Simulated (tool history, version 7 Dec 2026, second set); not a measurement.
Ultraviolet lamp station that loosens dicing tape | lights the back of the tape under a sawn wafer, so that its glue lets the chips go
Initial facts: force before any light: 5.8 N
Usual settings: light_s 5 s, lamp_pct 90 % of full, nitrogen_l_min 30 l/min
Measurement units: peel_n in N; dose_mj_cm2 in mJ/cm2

run	day	light_s	lamp_pct	nitrogen_l_min	peel_n	dose_mj_cm2
1	0	5	90	30	0.78	535
2	1.4	5	64	30	1.417	379
3	2.029	5	90	30	0.802	527
4	3.312	5	90	30	0.819	520
5	4.229	5	90	30	0.866	515
6	5.142	5	90	30	0.871	512
7	6.121	8	90	30	0.319	801
8	7.475	8	90	30	0.334	796
# day 8.633: window cleaned of glue's vapour
9	8.683	6	90	30	0.544	651
10	9.317	5	90	30	0.772	537
11	10.15	5	90	30	0.78	534
12	11.221	5	90	30	0.796	532
13	11.85	5	90	30	0.828	522
14	12.571	5	90	30	0.832	526
15	13.917	5	90	30	0.815	515
16	14.954	5	88	30	0.902	502
17	16.267	5	88	30	0.9	494
18	17.688	5	88	30	0.943	492
19	18.55	5	80	30	1.126	438
20	19.708	5	80	30	1.142	435
21	20.592	4	90	30	1.351	384
22	21.633	4	90	30	1.336	386
23	22.412	5	74	30	1.343	394
24	23.438	6	98	30	0.622	609
25	24.833	6	98	30	0.618	602
26	26.188	7	88	30	0.581	627
# day 26.362: window cleaned of glue's vapour
27	27.254	4	77	30	1.583	342
28	28.642	4	77	15	2.139	342
29	30.088	4	77	15	2.196	332
30	31.275	4	77	10	2.64	329
31	32.1	4	77	10	2.634	332
32	32.838	4	70	19	2.263	294
33	33.421	9	70	60	0.294	669
34	34.758	9	70	60	0.313	646
35	35.5	3	99	40	1.485	305
36	36.796	3	99	40	1.624	302
37	37.433	3	90	42	1.761	271
38	38.333	7	89	59	0.348	622
39	39.096	8	89	14	0.881	706

Pick out some run-to-run changes in peel_n. Of each, how much would a tool without hidden state show as well, from the settings, what came in and chance, and how much is left for the hidden state and any gauge scatter not in both results compared?
The hidden state here: lamp's light, % of a new lamp's; light that the window lets through, % of a clean one's; drift of the gauge itself on peel_n, %; drift of the gauge itself on dose_mj_cm2, %.
Run 32 -> 33: light_s 4 -> 9, nitrogen_l_min 19 -> 60. peel_n -1.969 N: hidden state -0.56, all else -1.409.
Run 34 -> 35: light_s 9 -> 3, lamp_pct 70 -> 99, nitrogen_l_min 60 -> 40. peel_n +1.172 N: hidden state +0.474, all else +0.698.
Run 37 -> 38: light_s 3 -> 7, lamp_pct 90 -> 89, nitrogen_l_min 42 -> 59. peel_n -1.413 N: hidden state -0.535, all else -0.878.

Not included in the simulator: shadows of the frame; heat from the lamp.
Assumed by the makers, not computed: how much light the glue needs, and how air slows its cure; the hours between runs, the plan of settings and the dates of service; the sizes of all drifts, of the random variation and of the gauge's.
